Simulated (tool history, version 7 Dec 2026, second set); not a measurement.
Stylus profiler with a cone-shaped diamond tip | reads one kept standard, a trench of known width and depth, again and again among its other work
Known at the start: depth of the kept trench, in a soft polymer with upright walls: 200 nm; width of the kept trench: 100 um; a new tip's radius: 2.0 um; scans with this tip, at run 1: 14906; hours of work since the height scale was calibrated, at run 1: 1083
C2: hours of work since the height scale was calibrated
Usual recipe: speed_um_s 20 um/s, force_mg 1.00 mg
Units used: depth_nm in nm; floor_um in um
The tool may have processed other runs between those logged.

Run 1, hour 0.0: usual settings; scans with this tip 14906; C2 1083. Result: depth_nm 202.30 nm, floor_um 96.95 um.
Run 2, hour 91.9: usual settings but speed_um_s 58 um/s; scans with this tip 15528; C2 1128. Result: depth_nm 202.38 nm, floor_um 96.79 um.
Run 3, hour 144.4: usual settings but speed_um_s 29 um/s; scans with this tip 15883; C2 1154. Result: depth_nm 202.31 nm, floor_um 96.82 um.
Run 4, hour 201.1: usual settings but speed_um_s 29 um/s; scans with this tip 16266; C2 1181. Result: depth_nm 202.44 nm, floor_um 96.81 um.
Run 5, hour 244.7: usual settings but speed_um_s 29 um/s; scans with this tip 16561; C2 1203. Result: depth_nm 202.59 nm, floor_um 96.79 um.
Run 6, hour 297.4: usual settings but speed_um_s 29 um/s; scans with this tip 16918; C2 1229. Result: depth_nm 202.37 nm, floor_um 96.77 um.
Run 7, hour 378.6: usual settings but speed_um_s 29 um/s; scans with this tip 17466; C2 1269. Result: depth_nm 202.43 nm, floor_um 96.75 um.
At hour 386.0: height scale calibrated on a step standard.
Run 8, hour 417.3: usual settings but force_mg 1.41 mg; scans with this tip 17725; C2 15. Result: depth_nm 202.94 nm, floor_um 96.74 um.
Run 9, hour 458.5: usual settings but force_mg 1.41 mg; scans with this tip 18003; C2 36. Result: depth_nm 202.98 nm, floor_um 96.74 um.
Run 10, hour 526.7: usual settings but speed_um_s 17 um/s, force_mg 2.34 mg; scans with this tip 18464; C2 69. Result: depth_nm 203.89 nm, floor_um 96.75 um.
Run 11, hour 596.7: usual settings but speed_um_s 49 um/s, force_mg 0.54 mg; scans with this tip 18938; C2 103. Result: depth_nm 202.18 nm, floor_um 96.55 um.
At hour 627.2: new tip fitted, height scale calibrated.
Run 12, hour 686.4: usual settings but speed_um_s 49 um/s, force_mg 0.54 mg; scans with this tip 401; C2 29. Result: depth_nm 201.18 nm, floor_um 98.05 um.
At hour 730.7: height scale calibrated on a step standard, once more.
Run 13, hour 735.5: usual settings but speed_um_s 30 um/s, force_mg 1.71 mg; scans with this tip 730; C2 2. Result: depth_nm 202.20 nm, floor_um 98.14 um.
Run 14, hour 790.9: usual settings but speed_um_s 7 um/s, force_mg 2.00 mg; scans with this tip 1104; C2 30. Result: depth_nm 202.46 nm, floor_um 98.20 um.
Run 15, hour 853.5: usual settings but speed_um_s 10 um/s, force_mg 0.34 mg; scans with this tip 1527; C2 60. Result: depth_nm 200.62 nm, floor_um 98.05 um.

Run by run, hidden condition taken away, random variation retained:
Unlogged tool condition in this case: radius of the tip, um; height scale over the true one, %; drift of the gauge itself on depth_nm, %; drift of the gauge itself on floor_um, %.
run  depth_nm  floor_um
  1    201.51     98.22
  2    201.56     98.10
  3    201.46     98.15
  4    201.57     98.16
  5    201.70     98.16
  6    201.46     98.16
  7    201.50     98.17
  8    201.88     98.19
  9    201.90     98.20
 10    202.78     98.23
 11    201.05     98.07
 12    201.18     98.08
 13    202.30     98.20
 14    202.54     98.29
 15    200.67     98.19

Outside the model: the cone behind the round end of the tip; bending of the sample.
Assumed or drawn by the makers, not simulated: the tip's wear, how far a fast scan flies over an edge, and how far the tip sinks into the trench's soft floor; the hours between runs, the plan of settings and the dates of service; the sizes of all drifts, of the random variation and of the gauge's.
